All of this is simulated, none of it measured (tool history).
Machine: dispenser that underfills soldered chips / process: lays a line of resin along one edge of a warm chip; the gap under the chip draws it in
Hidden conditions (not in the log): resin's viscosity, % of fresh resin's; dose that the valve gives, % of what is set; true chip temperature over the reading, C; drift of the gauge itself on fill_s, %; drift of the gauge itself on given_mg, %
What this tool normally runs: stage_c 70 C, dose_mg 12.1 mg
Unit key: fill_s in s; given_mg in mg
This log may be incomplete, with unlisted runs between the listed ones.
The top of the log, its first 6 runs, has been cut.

| run | hour | stage_c | dose_mg | hours of work since the syringe was changed | hours of work since the valve was cleaned | hours of work since the stage was calibrated | fill_s | given_mg |
|---|---|---|---|---|---|---|---|---|
|  | 32.6 | new syringe of resin |
| 7 | 32.7 | 70 | 12.1 | 0 | 12 | 103 | 92.6 | 11.98 |
| 8 | 39.7 | 70 | 12.1 | 5 | 17 | 108 | 114.0 | 11.99 |
|  | 41.5 | new syringe of resin |
| 9 | 43.0 | 64 | 12.1 | 1 | 19 | 111 | 120.2 | 11.92 |
| 10 | 46.2 | 64 | 12.1 | 4 | 22 | 113 | 134.6 | 11.95 |
|  | 50.4 | new syringe of resin |
| 11 | 52.9 | 64 | 12.1 | 2 | 27 | 118 | 125.4 | 11.96 |
| 12 | 56.4 | 70 | 10.7 | 5 | 29 | 121 | 115.7 | 10.50 |
|  | 59.7 | new syringe of resin |
| 13 | 60.0 | 70 | 15.1 | 0 | 32 | 123 | 89.9 | 14.84 |
| 14 | 63.4 | 70 | 14.5 | 3 | 35 | 126 | 98.9 | 14.20 |
|  | 68.6 | new syringe of resin |
| 15 | 69.0 | 70 | 14.5 | 0 | 39 | 130 | 91.1 | 14.10 |
| 16 | 75.3 | 70 | 15.5 | 5 | 43 | 135 | 110.4 | 15.11 |
|  | 77.5 | new syringe of resin |
| 17 | 79.4 | 70 | 13.7 | 1 | 46 | 137 | 97.2 | 13.37 |
| 18 | 85.5 | 70 | 13.7 | 6 | 51 | 142 | 116.8 | 13.36 |
|  | 86.3 | new syringe of resin |
| 19 | 90.6 | 75 | 12.2 | 3 | 55 | 146 | 86.8 | 11.71 |
|  | 95.2 | new syringe of resin |
| 20 | 95.6 | 79 | 14.4 | 0 | 58 | 149 | 66.6 | 13.81 |
| 21 | 101.6 | 79 | 14.4 | 5 | 63 | 154 | 77.9 | 13.77 |
|  | 104.3 | new syringe of resin |
| 22 | 105.8 | 60 | 14.2 | 1 | 66 | 157 | 139.6 | 13.66 |
| 23 | 109.1 | 64 | 14.9 | 4 | 68 | 159 | 134.3 | 14.24 |
|  | 113.4 | new syringe of resin |
| 24 | 116.1 | 84 | 10.8 | 2 | 73 | 165 | 62.2 | 10.23 |
|  | 122.4 | new syringe of resin |
| 25 | 123.1 | 63 | 10.8 | 1 | 78 | 170 | 130.3 | 10.34 |
| 26 | 128.9 | 70 | 10.5 | 5 | 83 | 174 | 121.1 | 9.92 |
|  | 131.4 | new syringe of resin |
|  | 133.6 | dispensing valve cleaned and set on the balance |
| 27 | 133.7 | 70 | 10.5 | 1 | 0 | 177 | 96.9 | 10.58 |

What does the tool deliver on the next run?
| 28 | 139.3 | 76 | 11.3 | 5 | 4 | 181 | ? | ? |

{"run 28": {"fill_s": 92.5, "given_mg": 11.3}}
With the hidden condition absent and the run-to-run variation left alone, this run would have shown fill_s 78.6 s, given_mg 11.30 mg.
